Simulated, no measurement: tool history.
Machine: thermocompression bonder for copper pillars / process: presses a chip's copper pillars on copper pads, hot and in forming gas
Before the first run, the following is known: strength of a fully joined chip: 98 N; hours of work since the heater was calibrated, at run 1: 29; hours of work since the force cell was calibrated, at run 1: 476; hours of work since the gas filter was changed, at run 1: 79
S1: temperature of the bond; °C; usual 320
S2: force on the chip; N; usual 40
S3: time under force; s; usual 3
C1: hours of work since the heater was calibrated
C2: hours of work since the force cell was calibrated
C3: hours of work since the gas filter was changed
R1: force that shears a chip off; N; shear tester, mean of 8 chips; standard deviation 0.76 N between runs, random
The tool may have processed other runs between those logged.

run,hour,S1,S2,S3,C1,C2,C3,R1
1,0,320,40,3,29,476,79,55.9
2,16.6,320,40,3,39,486,89,55.7
3,33.5,320,40,3,49,496,98,55
4,47.6,320,40,3,57,504,107,55.4
5,65.7,320,40,3,68,515,117,55.4
6,74.7,320,40,3,73,520,122,54.2
7,83.6,320,40,3,78,525,128,56.4
8,94.4,320,30,3,84,531,134,46.5
9,115.8,320,30,3,97,544,146,46.2
10,134.2,320,40,3,107,555,157,54.5
11,150.6,320,40,3,117,564,167,55.2
12,168.7,320,40,3,127,575,177,53.2
13,178.7,320,40,3,133,581,183,53
14,190.2,320,40,3,140,587,190,52.7
15,200.3,320,40,3,146,593,195,54.4
16,220.2,320,40,3,157,605,207,51.1
17,239.2,320,40,3,169,616,218,53.3
18,256.2,320,40,3,178,626,228,53
19,264.9,320,40,3,183,631,233,53.1
20,285.9,320,40,3,196,643,245,52
# hour 288.4: force cell calibrated
21,301.8,320,40,3,204,8,254,52.7
# hour 303.5: forming gas filter changed
22,314.1,302,37,4,211,15,6,51.6
# hour 332.5: force cell calibrated, once more
23,332.5,301,42,2,221,0,16,41.6
24,347.6,301,52,9,230,9,25,74.9
25,356.3,336,36,3,235,14,30,59.1
26,371.5,338,50,3,243,23,39,68.8
27,386.4,337,53,2,252,31,47,64.6
28,403,337,53,2,262,41,57,62.7
29,424.1,337,53,2,274,53,69,63.6
30,440.7,337,53,2,284,63,79,62.5
31,453.9,309,53,2,291,71,87,51.5
32,471.6,309,53,2,302,81,97,51.6
33,489.4,323,49,2,312,91,107,54.5
34,503,323,49,2,320,99,115,53.7
35,524.2,320,43,2,332,112,128,49.1
36,541.3,344,40,3,342,122,138,63.4
37,555.9,338,59,2,351,130,146,66
38,567.9,344,39,3,358,137,153,60.7
39,578.1,344,39,3,364,143,159,62.1
40,596.4,347,43,2,374,154,170,58.8
41,613.4,291,24,2,384,164,180,23.7

3 ways to go on from here, each from the tool as it stands after run 41. What would each give?
A,634,347,24,2,396,176,192,?
B,634,342,24,2,396,176,192,?
C,634,320,39,5,396,176,192,?

run,R1
A,41.7
B,39.1
C,61.6
Had the tool no hidden state, the same runs would have come out as:
run,R1
A,45
B,42.3
C,66.2

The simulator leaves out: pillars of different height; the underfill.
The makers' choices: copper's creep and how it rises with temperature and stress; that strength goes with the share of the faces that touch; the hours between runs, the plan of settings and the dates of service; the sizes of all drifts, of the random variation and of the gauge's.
